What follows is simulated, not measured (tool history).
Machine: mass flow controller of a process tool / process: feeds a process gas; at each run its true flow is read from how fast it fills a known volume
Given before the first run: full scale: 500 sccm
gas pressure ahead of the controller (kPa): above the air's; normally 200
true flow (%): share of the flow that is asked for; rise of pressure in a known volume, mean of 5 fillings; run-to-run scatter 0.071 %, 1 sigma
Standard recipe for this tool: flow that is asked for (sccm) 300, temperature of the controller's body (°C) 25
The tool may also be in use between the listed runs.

run	day	flow that is asked for (sccm)	gas pressure ahead of the controller (kPa)	temperature of the controller's body (°C)	true flow (%)
1	0	300	200	25	99.6
2	9.708	300	200	25	99.5
3	18.892	300	143	25	99.76
4	28.346	300	143	25	99.85
5	34	300	200	25	99.54
6	40.242	300	200	25	99.55
7	50.725	300	179	25	99.57
8	60.817	300	200	25	99.58
9	66.296	300	200	25	99.64
10	74.692	300	200	25	99.69
11	82.046	300	200	25	99.43
12	93.375	300	200	25	99.64
13	103	343	200	25	99.64
14	110.738	151	240	25	99
15	117.65	151	240	25	99.06
16	127.367	151	240	25	99.31
17	134.862	151	240	25	99.09
18	140.792	151	166	36	98.14
19	149.954	151	166	36	98.13
20	160.296	151	166	36	98.2
21	168.629	151	166	36	98.26
22	175.375	53	200	25	99.1
23	184.112	258	200	26	99.28
24	193.804	68	222	25	98.88
25	199.138	68	222	25	98.89

Taken out of this log: 1 entry between the listed runs. Where each belongs, and how the hidden state differs across it:
Runs 19 to 20: controller's zero set anew (day 160.142)
  flow at rest that the sensor doesn't see, % of full scale: 0.007 -> 0

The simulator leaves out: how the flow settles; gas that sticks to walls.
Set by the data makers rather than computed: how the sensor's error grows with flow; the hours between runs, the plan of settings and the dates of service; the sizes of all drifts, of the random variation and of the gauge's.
